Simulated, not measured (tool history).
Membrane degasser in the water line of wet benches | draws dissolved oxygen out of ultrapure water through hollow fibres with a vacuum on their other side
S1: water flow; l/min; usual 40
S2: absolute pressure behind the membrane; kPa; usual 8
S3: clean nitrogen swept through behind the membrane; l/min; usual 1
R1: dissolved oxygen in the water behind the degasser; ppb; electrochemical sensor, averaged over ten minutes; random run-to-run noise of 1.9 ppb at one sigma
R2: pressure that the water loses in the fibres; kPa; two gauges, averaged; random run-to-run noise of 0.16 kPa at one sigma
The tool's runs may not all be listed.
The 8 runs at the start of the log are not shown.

Run 9, hour 1219.8: usual settings but S1 32 l/min. Result: R1 335.4 ppb, R2 32.27 kPa.
Run 10, hour 1316.7: usual settings but S2 9.88 kPa. Result: R1 550 ppb, R2 40.38 kPa.
Run 11, hour 1529: usual settings but S2 9.88 kPa. Result: R1 546.6 ppb, R2 40.2 kPa.
Run 12, hour 1688.6: usual settings but S2 9.88 kPa. Result: R1 552.4 ppb, R2 40.05 kPa.
Run 13, hour 1780.9: usual settings but S2 9.88 kPa. Result: R1 548.2 ppb, R2 40.01 kPa.
At hour 1928: vacuum gauge calibrated.
Run 14, hour 1943: usual settings but S2 9.88 kPa. Result: R1 548.6 ppb, R2 40.31 kPa.
Run 15, hour 2081.5: usual settings. Result: R1 410.3 ppb, R2 40.27 kPa.
Run 16, hour 2204.5: usual settings. Result: R1 409 ppb, R2 40.33 kPa.
Run 17, hour 2405.5: usual settings but S1 33 l/min, S2 9.24 kPa, S3 0.98 l/min. Result: R1 436 ppb, R2 33.07 kPa.
Run 18, hour 2522.1: usual settings but S1 60 l/min, S2 8.72 kPa. Result: R1 652.6 ppb, R2 60.38 kPa.
Run 19, hour 2623.2: usual settings but S1 33 l/min, S2 8.95 kPa. Result: R1 411.2 ppb, R2 33.05 kPa.
At hour 2691.3: gauge calibrated.
Run 20, hour 2803.9: usual settings but S1 41 l/min, S2 17.04 kPa, S3 0.69 l/min. Result: R1 1355.3 ppb, R2 41.1 kPa.
Run 21, hour 2893.1: usual settings but S1 48 l/min, S2 6.14 kPa. Result: R1 310.7 ppb, R2 48.1 kPa.
Run 22, hour 3045: usual settings but S1 33 l/min, S2 6.31 kPa, S3 0.42 l/min. Result: R1 419.5 ppb, R2 32.93 kPa.
Run 23, hour 3200.9: usual settings but S1 33 l/min, S2 17.15 kPa, S3 1.92 l/min. Result: R1 537 ppb, R2 33.28 kPa.
Run 24, hour 3342.1: usual settings but S1 36 l/min, S2 8.52 kPa, S3 0.55 l/min. Result: R1 615.2 ppb, R2 36.37 kPa.
Run 25, hour 3452.7: usual settings but S1 36 l/min, S2 8.52 kPa, S3 0.55 l/min. Result: R1 621 ppb, R2 36.39 kPa.
Run 26, hour 3649.8: usual settings but S1 26 l/min, S2 5.55 kPa, S3 2.43 l/min. Result: R1 73.2 ppb, R2 26.02 kPa.
Run 27, hour 3857.1: usual settings but S1 26 l/min, S2 5.55 kPa, S3 2.43 l/min. Result: R1 73.7 ppb, R2 26.21 kPa.
Run 28, hour 3977.5: usual settings but S1 26 l/min, S2 5.55 kPa, S3 2.43 l/min. Result: R1 73.8 ppb, R2 26.08 kPa.
Run 29, hour 4177.5: usual settings but S1 44 l/min, S2 5.55 kPa, S3 0.56 l/min. Result: R1 344.7 ppb, R2 44.3 kPa.
Run 30, hour 4393.5: usual settings but S1 44 l/min, S2 14.54 kPa, S3 2.73 l/min. Result: R1 444 ppb, R2 44.17 kPa.
Run 31, hour 4551.4: usual settings but S3 1.94 l/min. Result: R1 253 ppb, R2 40.22 kPa.

Predict each of these 3 candidate next runs independently; none follows another, all start after run 31:
Run A, hour 4664.1: usual settings but S1 31 l/min, S2 19.16 kPa, S3 2.88 l/min. Result: R1 ?, R2 ?.
Run B, hour 4664.1: usual settings but S1 51 l/min, S2 5.65 kPa, S3 1.8 l/min. Result: R1 ?, R2 ?.
Run C, hour 4664.1: usual settings but S1 26 l/min, S2 7.16 kPa, S3 0.5 l/min. Result: R1 ?, R2 ?.

run     R1     R2
  A  412.1  31.02
  B  201.6  50.96
  C  394.3  26.05
With no hidden state in the tool, these same runs would have given:
run     R1     R2
  A  403.5  31.01
  B  197.3  50.95
  C    386  26.04

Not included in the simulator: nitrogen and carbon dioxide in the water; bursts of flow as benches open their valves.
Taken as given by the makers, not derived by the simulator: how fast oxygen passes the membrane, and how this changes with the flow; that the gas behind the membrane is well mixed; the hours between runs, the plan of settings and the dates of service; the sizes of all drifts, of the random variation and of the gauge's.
